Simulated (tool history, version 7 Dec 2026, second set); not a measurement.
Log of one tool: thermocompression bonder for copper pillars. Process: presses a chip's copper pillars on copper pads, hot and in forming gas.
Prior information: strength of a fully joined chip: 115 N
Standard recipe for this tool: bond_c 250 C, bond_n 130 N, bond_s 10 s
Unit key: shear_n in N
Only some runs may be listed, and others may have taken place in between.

run	hour	bond_c	bond_n	bond_s	shear_n
1	0	250	130	10	64.4
2	4	250	130	10	63.9
3	10.3	250	130	10	63.5
4	18.2	250	130	10	64
5	25.6	229	130	10	49.2
6	31.2	229	130	10	49.5
7	36.8	229	130	10	49.1
8	42.9	264	130	10	74.4
9	50.5	264	130	18	87.4
10	54.5	264	130	18	88.7
11	63.8	264	130	18	86.9
12	70.6	264	130	18	88
13	76.9	264	91	18	75.2
14	86	264	91	18	76.7
15	92.7	264	91	18	75.2
16	100.8	230	91	18	50.4
17	109.4	230	91	18	49.9
18	117.1	234	88	7	35.8
19	125.7	234	123	7	44.7
20	130.7	243	100	7	44.4
21	139.5	267	100	25	87.3
22	145.6	250	137	10	65.6
23	151.6	250	137	10	67.4
24	159	250	137	8	61.8
25	164	250	188	8	72.6
26	173.3	258	157	10	76.1
27	180.1	228	130	17	58.5
28	188.8	250	187	14	84
29	197.7	250	187	14	82.6
30	203.8	250	187	14	83.5
31	212.4	250	187	14	82.7
32	219.5	247	154	21	83
33	227.2	250	111	28	79
34	233.9	246	146	28	85.1

Taken out of this log: 1 entry between the listed runs. Where each belongs, and how the hidden state differs across it:
In the gap between runs 8 and 9: forming gas filter changed (hour 45.1)
  oxide that the forming gas leaves, % of the face: 3.31 -> 0.76
  the result without the hidden state subtracted from the measured one, shear_n: -1.9 -> -0.1 N

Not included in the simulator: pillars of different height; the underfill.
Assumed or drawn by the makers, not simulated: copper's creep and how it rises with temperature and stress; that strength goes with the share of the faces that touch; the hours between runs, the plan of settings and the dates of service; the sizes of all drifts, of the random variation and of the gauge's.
